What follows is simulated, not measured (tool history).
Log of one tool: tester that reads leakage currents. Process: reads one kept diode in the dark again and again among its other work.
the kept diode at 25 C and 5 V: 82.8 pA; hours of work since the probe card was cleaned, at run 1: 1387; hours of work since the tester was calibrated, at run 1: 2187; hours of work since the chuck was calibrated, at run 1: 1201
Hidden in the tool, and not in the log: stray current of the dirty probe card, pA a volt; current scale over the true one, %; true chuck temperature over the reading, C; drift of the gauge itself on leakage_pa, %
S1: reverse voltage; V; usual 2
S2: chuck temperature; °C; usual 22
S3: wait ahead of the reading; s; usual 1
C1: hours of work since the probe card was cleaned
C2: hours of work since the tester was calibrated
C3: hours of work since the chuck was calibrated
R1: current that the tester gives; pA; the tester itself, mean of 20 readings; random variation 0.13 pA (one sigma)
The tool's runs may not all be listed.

run	day	S1	S2	S3	C1	C2	C3	R1
1	0	2	22	1	1387	2187	1201	47.89
2	1.908	2	33	1	1414	2214	1228	109.92
3	4.196	2	22	3.14	1447	2247	1261	47.87
4	5.296	2	22	3.14	1463	2262	1276	47.79
5	7.583	2	22	1	1495	2295	1309	48.18
6	9.238	2	22	5.69	1519	2319	1333	48.46
7	11.5	2	22	5.69	1551	2351	1365	48.54

Forecast run 8:
8	13.829	2	22	5.69	1585	2384	1399	?

R1: 48.43 pA
Without the tool's hidden state the same run would have given R1 41.44 pA.
